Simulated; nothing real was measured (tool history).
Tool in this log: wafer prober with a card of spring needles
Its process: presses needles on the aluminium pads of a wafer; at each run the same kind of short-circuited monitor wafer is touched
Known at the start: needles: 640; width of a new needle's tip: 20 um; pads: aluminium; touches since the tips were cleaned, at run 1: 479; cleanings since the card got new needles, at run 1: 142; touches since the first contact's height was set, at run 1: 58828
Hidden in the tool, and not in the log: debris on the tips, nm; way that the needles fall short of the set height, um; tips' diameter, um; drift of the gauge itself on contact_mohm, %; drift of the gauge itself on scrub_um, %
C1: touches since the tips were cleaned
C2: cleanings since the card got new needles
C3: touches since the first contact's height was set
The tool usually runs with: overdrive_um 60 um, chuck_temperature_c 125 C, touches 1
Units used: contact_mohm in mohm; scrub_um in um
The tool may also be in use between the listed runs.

run 1 hour=0 | overdrive_um=60 chuck_temperature_c=125 touches=1 | C1=479 C2=142 C3=58828 | contact_mohm=282 scrub_um=7.75
-- hour=4 tips cleaned on abrasive film
-- hour=10.7 tips cleaned on abrasive film
run 2 hour=12.7 | overdrive_um=60 chuck_temperature_c=125 touches=1 | C1=631 C2=144 C3=62740 | contact_mohm=280 scrub_um=7.77
-- hour=16.8 tips cleaned on abrasive film
-- hour=23.5 tips cleaned on abrasive film
run 3 hour=23.8 | overdrive_um=56 chuck_temperature_c=125 touches=1 | C1=76 C2=146 C3=66127 | contact_mohm=287 scrub_um=7.26
-- hour=29.2 tips cleaned on abrasive film
-- hour=35.9 tips cleaned on abrasive film
-- hour=42.6 tips cleaned on abrasive film
run 4 hour=44.9 | overdrive_um=56 chuck_temperature_c=125 touches=1 | C1=711 C2=149 C3=72628 | contact_mohm=294 scrub_um=7.24
-- hour=49 tips cleaned on abrasive film
-- hour=54.4 tips cleaned on abrasive film
run 5 hour=56.8 | overdrive_um=56 chuck_temperature_c=125 touches=1 | C1=759 C2=151 C3=76284 | contact_mohm=286 scrub_um=7.25
-- hour=60.7 tips cleaned on abrasive film
-- hour=66.1 tips cleaned on abrasive film
-- hour=72.8 tips cleaned on abrasive film
run 6 hour=75.8 | overdrive_um=60 chuck_temperature_c=125 touches=1 | C1=940 C2=154 C3=82118 | contact_mohm=283 scrub_um=7.75
-- hour=78.5 tips cleaned on abrasive film
-- hour=83.9 tips cleaned on abrasive film
-- hour=89.3 tips cleaned on abrasive film
run 7 hour=90.8 | overdrive_um=60 chuck_temperature_c=125 touches=1 | C1=459 C2=157 C3=86714 | contact_mohm=283 scrub_um=7.76
-- hour=94.9 tips cleaned on abrasive film
-- hour=100.3 tips cleaned on abrasive film
run 8 hour=103.7 | overdrive_um=60 chuck_temperature_c=31 touches=1 | C1=1074 C2=159 C3=90685 | contact_mohm=261 scrub_um=7.77
-- hour=106.1 tips cleaned on abrasive film
-- hour=112.7 tips cleaned on abrasive film
-- hour=119.4 tips cleaned on abrasive film
-- hour=126.1 tips cleaned on abrasive film
run 9 hour=129.3 | overdrive_um=60 chuck_temperature_c=31 touches=1 | C1=984 C2=163 C3=98535 | contact_mohm=261 scrub_um=7.77
-- hour=131.8 tips cleaned on abrasive film
-- hour=137.9 tips cleaned on abrasive film
run 10 hour=142.3 | overdrive_um=60 chuck_temperature_c=125 touches=1 | C1=1356 C2=165 C3=102527 | contact_mohm=287 scrub_um=7.76
-- hour=143.7 tips cleaned on abrasive film
-- hour=150.1 tips cleaned on abrasive film
-- hour=155.5 tips cleaned on abrasive film
run 11 hour=157.8 | overdrive_um=60 chuck_temperature_c=125 touches=1 | C1=731 C2=168 C3=107286 | contact_mohm=283 scrub_um=7.75
-- hour=161.7 tips cleaned on abrasive film
-- hour=168.1 tips cleaned on abrasive film
-- hour=171.1 height of the first contact set anew
run 12 hour=172 | overdrive_um=60 chuck_temperature_c=125 touches=1 | C1=1118 C2=170 C3=290 | contact_mohm=285 scrub_um=7.77
-- hour=174.8 tips cleaned on abrasive film
-- hour=180.2 tips cleaned on abrasive film
run 13 hour=182.9 | overdrive_um=49 chuck_temperature_c=125 touches=1 | C1=847 C2=172 C3=3621 | contact_mohm=285 scrub_um=6.37
-- hour=185.6 tips cleaned on abrasive film
-- hour=192.1 tips cleaned on abrasive film
-- hour=198.6 tips cleaned on abrasive film
-- hour=205.3 tips cleaned on abrasive film
run 14 hour=206.5 | overdrive_um=43 chuck_temperature_c=47 touches=1 | C1=382 C2=176 C3=10879 | contact_mohm=266 scrub_um=5.58
-- hour=211.5 tips cleaned on abrasive film
-- hour=218 tips cleaned on abrasive film
-- hour=224.7 tips cleaned on abrasive film
run 15 hour=229.3 | overdrive_um=43 chuck_temperature_c=47 touches=1 | C1=1460 C2=179 C3=17910 | contact_mohm=267 scrub_um=5.57
-- hour=230.7 tips cleaned on abrasive film
-- hour=237.2 tips cleaned on abrasive film
-- hour=243.8 tips cleaned on abrasive film
run 16 hour=245.7 | overdrive_um=69 chuck_temperature_c=112 touches=2 | C1=589 C2=182 C3=22937 | contact_mohm=281 scrub_um=8.92
-- hour=249.4 tips cleaned on abrasive film
-- hour=254.8 tips cleaned on abrasive film
run 17 hour=258.3 | overdrive_um=51 chuck_temperature_c=125 touches=1 | C1=1087 C2=184 C3=26795 | contact_mohm=285 scrub_um=6.61
-- hour=261 tips cleaned on abrasive film
-- hour=267.6 tips cleaned on abrasive film
-- hour=274.3 tips cleaned on abrasive film
run 18 hour=276.1 | overdrive_um=71 chuck_temperature_c=125 touches=1 | C1=547 C2=187 C3=32257 | contact_mohm=283 scrub_um=9.19
-- hour=280.2 tips cleaned on abrasive film
-- hour=286.7 tips cleaned on abrasive film
-- hour=293.5 tips cleaned on abrasive film
-- hour=298.9 tips cleaned on abrasive film
run 19 hour=302.5 | overdrive_um=60 chuck_temperature_c=125 touches=2 | C1=1140 C2=191 C3=40381 | contact_mohm=284 scrub_um=7.76
-- hour=305 tips cleaned on abrasive film
-- hour=310.4 tips cleaned on abrasive film
run 20 hour=314.8 | overdrive_um=42 chuck_temperature_c=42 touches=2 | C1=1367 C2=193 C3=44158 | contact_mohm=266 scrub_um=5.42
-- hour=316.2 tips cleaned on abrasive film
-- hour=322.8 tips cleaned on abrasive film
-- hour=328.2 tips cleaned on abrasive film
-- hour=334.9 tips cleaned on abrasive film
-- hour=341 tips cleaned on abrasive film
run 21 hour=341 | overdrive_um=42 chuck_temperature_c=42 touches=2 | C1=0 C2=198 C3=52176 | contact_mohm=264 scrub_um=5.42
-- hour=347.5 tips cleaned on abrasive film
-- hour=353.8 tips cleaned on abrasive film
-- hour=360.2 tips cleaned on abrasive film
run 22 hour=363.2 | overdrive_um=42 chuck_temperature_c=42 touches=2 | C1=935 C2=201 C3=59030 | contact_mohm=268 scrub_um=5.43
-- hour=366 tips cleaned on abrasive film
-- hour=372.4 tips cleaned on abrasive film
-- hour=378.9 tips cleaned on abrasive film
-- hour=385.6 tips cleaned on abrasive film
run 23 hour=389.8 | overdrive_um=42 chuck_temperature_c=42 touches=1 | C1=1318 C2=205 C3=67213 | contact_mohm=269 scrub_um=5.46
-- hour=391.3 tips cleaned on abrasive film
-- hour=398 tips cleaned on abrasive film
-- hour=403.4 tips cleaned on abrasive film
-- hour=410 tips cleaned on abrasive film
-- hour=415.4 tips cleaned on abrasive film
run 24 hour=416.1 | overdrive_um=42 chuck_temperature_c=42 touches=1 | C1=209 C2=210 C3=75244 | contact_mohm=266 scrub_um=5.43
-- hour=421.4 tips cleaned on abrasive film
-- hour=427.7 tips cleaned on abrasive film
-- hour=433.1 tips cleaned on abrasive film
run 25 hour=434.1 | overdrive_um=63 chuck_temperature_c=53 touches=2 | C1=311 C2=213 C3=80777 | contact_mohm=260 scrub_um=8.15
-- hour=439.4 tips cleaned on abrasive film
-- hour=445.3 tips cleaned on abrasive film
run 26 hour=445.3 | overdrive_um=50 chuck_temperature_c=40 touches=3 | C1=0 C2=215 C3=84211 | contact_mohm=264 scrub_um=6.46

What if the next run were any one of these 4? Each begins from the tool's condition after run 26:
-- hour=451.8 tips cleaned on abrasive film
-- hour=458.3 tips cleaned on abrasive film
-- hour=464.8 tips cleaned on abrasive film
run A hour=469.8 | overdrive_um=50 chuck_temperature_c=29 touches=3 | C1=1558 C2=218 C3=91766 | contact_mohm=? scrub_um=?
-- hour=451.8 tips cleaned on abrasive film
-- hour=458.3 tips cleaned on abrasive film
-- hour=464.8 tips cleaned on abrasive film
run B hour=469.8 | overdrive_um=55 chuck_temperature_c=36 touches=1 | C1=1558 C2=218 C3=91766 | contact_mohm=? scrub_um=?
-- hour=451.8 tips cleaned on abrasive film
-- hour=458.3 tips cleaned on abrasive film
-- hour=464.8 tips cleaned on abrasive film
run C hour=469.8 | overdrive_um=60 chuck_temperature_c=90 touches=1 | C1=1558 C2=218 C3=91766 | contact_mohm=? scrub_um=?
-- hour=451.8 tips cleaned on abrasive film
-- hour=458.3 tips cleaned on abrasive film
-- hour=464.8 tips cleaned on abrasive film
run D hour=469.8 | overdrive_um=47 chuck_temperature_c=30 touches=1 | C1=1558 C2=218 C3=91766 | contact_mohm=? scrub_um=?

run=A contact_mohm=257 scrub_um=6.47
run=B contact_mohm=264 scrub_um=7.12
run=C contact_mohm=274 scrub_um=7.76
run=D contact_mohm=263 scrub_um=6.07
The same runs, with their run-to-run variation unchanged, on a tool lacking any hidden condition would have given:
run=A contact_mohm=257 scrub_um=6.48
run=B contact_mohm=263 scrub_um=7.13
run=C contact_mohm=273 scrub_um=7.77
run=D contact_mohm=262 scrub_um=6.08
